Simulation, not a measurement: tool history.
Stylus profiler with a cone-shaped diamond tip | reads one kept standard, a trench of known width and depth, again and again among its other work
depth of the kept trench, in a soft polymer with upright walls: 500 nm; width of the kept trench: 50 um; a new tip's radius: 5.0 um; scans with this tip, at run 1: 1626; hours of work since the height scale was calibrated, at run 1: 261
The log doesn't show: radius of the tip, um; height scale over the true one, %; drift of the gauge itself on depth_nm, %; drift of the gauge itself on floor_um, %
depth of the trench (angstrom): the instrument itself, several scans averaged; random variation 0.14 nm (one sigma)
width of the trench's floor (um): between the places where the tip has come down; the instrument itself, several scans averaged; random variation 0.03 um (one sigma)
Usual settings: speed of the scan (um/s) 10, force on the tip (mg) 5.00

run    hour  speed of the scan (um/s)  force on the tip (mg)  scans with this tip  hours of work since the height scale was calibrated  depth of the trench (angstrom)  width of the trench's floor (um)
  1     0.0                        10                   5.00                 1626                                                  261                          5081.5                             45.18
  2    97.1                        10                   5.00                 2034                                                  326                          5083.4                             45.11
  3   205.1                        21                   5.00                 2488                                                  399                          5083.3                             44.93
  4   260.3                        10                   5.00                 2720                                                  436                          5083.5                             44.94
  5   322.7                        10                   5.00                 2982                                                  478                          5086.7                             44.89
  6   431.1                        10                   5.00                 3438                                                  552                          5084.9                             44.86
  7   487.5                         9                   5.00                 3675                                                  590                          5086.0                             44.77
  8   576.9                         9                   5.00                 4050                                                  650                          5086.1                             44.71
  9   671.7                        10                   5.00                 4449                                                  714                          5087.4                             44.64
 10   738.3                        10                   5.00                 4729                                                  759                          5088.6                             44.54
 11   806.6                        10                   5.00                 5016                                                  805                          5088.3                             44.52
 12   883.7                        10                   5.00                 5340                                                  857                          5091.3                             44.43
 13   977.6                        10                   5.67                 5734                                                  920                          5097.1                             44.37
 14  1025.2                        10                   5.00                 5934                                                  952                          5090.7                             44.30
 15  1084.2                        10                   5.00                 6182                                                  992                          5091.0                             44.25
 16  1133.8                        10                   5.00                 6391                                                 1026                          5094.5                             44.29
 17  1192.5                        10                   5.00                 6638                                                 1065                          5093.9                             44.25
 18  1236.7                         3                   3.18                 6823                                                 1095                          5073.6                             44.23
 19  1321.2                         2                   3.18                 7178                                                 1152                          5074.5                             44.19
 20  1380.8                         7                   8.67                 7429                                                 1192                          5127.6                             44.07
 21  1445.5                         4                  12.11                 7701                                                 1236                          5156.2                             44.09
 22  1505.3                         4                  12.11                 7952                                                 1276                          5157.8                             43.99
     1514.4  -- height scale calibrated on a step standard
 23  1598.7                         4                  12.11                 8342                                                   57                          5174.0                             43.96
 24  1653.4                        13                   5.00                 8572                                                   94                          5110.1                             43.84
 25  1714.4                        13                   5.00                 8829                                                  135                          5111.9                             43.82
     1752.7  -- height scale calibrated on a step standard, once more
 26  1800.7                        13                  12.98                 9189                                                   32                          5146.7                             43.74
 27  1880.9                        10                   8.58                 9527                                                   86                          5112.3                             43.73
 28  1956.5                         7                   4.25                 9844                                                  137                          5071.9                             43.64
 29  2001.5                        37                   2.30                10033                                                  168                          5050.9                             43.41
 30  2065.7                        10                  10.24                10303                                                  211                          5125.7                             43.60
 31  2166.9                        10                  10.24                10728                                                  279                          5127.0                             43.53
 32  2254.7                        10                  10.24                11098                                                  339                          5130.7                             43.48
 33  2322.5                        21                   2.11                11382                                                  384                          5052.6                             43.37
 34  2415.2                         3                  13.09                11772                                                  447                          5152.2                             43.39

Some steps in depth of the trench (angstrom) between neighbouring runs. How much of each would the tool show without its hidden state too (settings, what came in, random variation), and how much is left for the hidden state, with any gauge scatter that isn't in both results?
Run 22 -> 23: height scale calibrated on a step standard. depth of the trench (angstrom) +16.2: hidden state +14.8, all else +1.4.
Run 25 -> 26: force on the tip (mg) 5.00 -> 12.98, height scale calibrated on a step standard, once more. depth of the trench (angstrom) +34.8: hidden state -33.1, all else +67.9.
Run 29 -> 30: speed of the scan (um/s) 37 -> 10, force on the tip (mg) 2.30 -> 10.24. depth of the trench (angstrom) +74.8: hidden state +0.8, all else +74.0.
Run 32 -> 33: speed of the scan (um/s) 10 -> 21, force on the tip (mg) 10.24 -> 2.11. depth of the trench (angstrom) -78.1: hidden state +0.4, all else -78.5.
Run 33 -> 34: speed of the scan (um/s) 21 -> 3, force on the tip (mg) 2.11 -> 13.09. depth of the trench (angstrom) +99.6: hidden state +1.2, all else +98.4.

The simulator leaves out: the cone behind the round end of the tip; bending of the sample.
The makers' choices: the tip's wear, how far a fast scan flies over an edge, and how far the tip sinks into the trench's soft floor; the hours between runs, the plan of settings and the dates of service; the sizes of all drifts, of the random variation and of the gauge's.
